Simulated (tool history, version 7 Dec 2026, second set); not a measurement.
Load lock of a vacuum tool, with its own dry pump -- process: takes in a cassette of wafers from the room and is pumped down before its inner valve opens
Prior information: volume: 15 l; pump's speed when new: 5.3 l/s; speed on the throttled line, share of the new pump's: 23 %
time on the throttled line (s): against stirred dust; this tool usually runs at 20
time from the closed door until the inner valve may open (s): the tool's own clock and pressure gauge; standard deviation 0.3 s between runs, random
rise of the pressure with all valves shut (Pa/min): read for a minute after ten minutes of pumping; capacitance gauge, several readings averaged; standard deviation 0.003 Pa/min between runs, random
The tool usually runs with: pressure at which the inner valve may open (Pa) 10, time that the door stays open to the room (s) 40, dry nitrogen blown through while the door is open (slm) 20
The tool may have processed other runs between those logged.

run,hour,time on the throttled line (s),pressure at which the inner valve may open (Pa),time that the door stays open to the room (s),dry nitrogen blown through while the door is open (slm),"incoming humidity of the room's air, %",time from the closed door until the inner valve may open (s),rise of the pressure with all valves shut (Pa/min)
1,0,20,10,40,20,45.9,43.2,0.061
2,111.4,29,10,40,20,43.6,49.9,0.065
3,235.9,29,10,40,20,45.8,50.2,0.072
4,376.2,29,10,40,20,46.7,50.2,0.065
5,445.7,29,10,40,20,45.2,50.2,0.071
6,524.3,29,10,40,20,43.7,50.6,0.074
7,644.8,20,10,40,20,44.6,43.8,0.077
8,765.3,20,10,40,20,47.7,44,0.087
9,846.7,20,10,40,20,47.8,43.6,0.087
10,939.1,15,10,40,20,42.5,39.4,0.082
11,1056.8,15,10,40,20,45,40.2,0.091
12,1160.9,15,10,40,20,45.2,40.9,0.093
13,1277.9,15,10,40,20,51.1,40.5,0.104
14,1370.2,15,10,40,20,45.4,40.4,0.095
15,1467.2,15,10,40,20,44.8,40.6,0.103
16,1546,20,10,40,27,39.7,44.3,0.101
17,1668,20,10,40,27,47.6,44.3,0.108
18,1804.7,20,10,40,27,45.1,44,0.1
19,1903.2,25,19,155,39,45.3,46,0.132
20,1975.3,25,19,155,39,43.9,45.3,0.139
21,2037.3,25,19,155,39,44.3,46.1,0.133
22,2159.3,20,17,40,10,46.3,42.1,0.137
23,2226.9,20,10,159,20,46.7,44.6,0.176
24,2354.6,20,10,159,20,43.9,44.1,0.171
25,2428.1,16,11,199,12,42.9,41.3,0.213
26,2517.4,16,11,199,12,47.6,41.6,0.223
27,2639.4,16,11,199,12,47.6,41.6,0.234
28,2715.6,38,13,49,5,44.2,56.6,0.171
29,2802.8,20,10,71,4,44.1,44.5,0.186
30,2888.5,14,13,55,5,46.2,39.1,0.179
31,2989.5,38,19,40,43,46.7,56.1,0.144
32,3139.5,15,10,170,20,43.8,41,0.205
33,3255.6,15,10,170,20,49.9,41.3,0.22
34,3378.5,17,8,47,13,42.7,42.8,0.185
35,3495,17,8,47,13,40.8,43.2,0.183
36,3616.5,14,20,47,34,48.9,38.3,0.185

What would each run have given without the hidden state, its run-to-run variation left as it was?
Hidden state at play: pump's speed, % of a new pump's; leak at the door's seal, Pa l/s; drift of the gauge itself on ready_s, %; drift of the gauge itself on rise_pa_min, %.
run,time from the closed door until the inner valve may open (s),rise of the pressure with all valves shut (Pa/min)
1,41.1,0.03
2,48,0.031
3,48.2,0.035
4,48.1,0.025
5,48.1,0.028
6,48.4,0.03
7,41.4,0.029
8,41.6,0.035
9,41.1,0.033
10,36.8,0.025
11,37.5,0.031
12,38.2,0.032
13,37.7,0.038
14,37.6,0.026
15,37.8,0.032
16,41.7,0.028
17,41.6,0.03
18,41.2,0.018
19,43.6,0.048
20,42.8,0.051
21,43.6,0.044
22,39.4,0.041
23,41.7,0.079
24,41.1,0.07
25,38.2,0.107
26,38.4,0.115
27,38.3,0.121
28,54.2,0.053
29,41.4,0.067
30,35.8,0.059
31,53.8,0.019
32,37.5,0.072
33,37.8,0.084
34,39.2,0.041
35,39.6,0.036
36,35,0.03
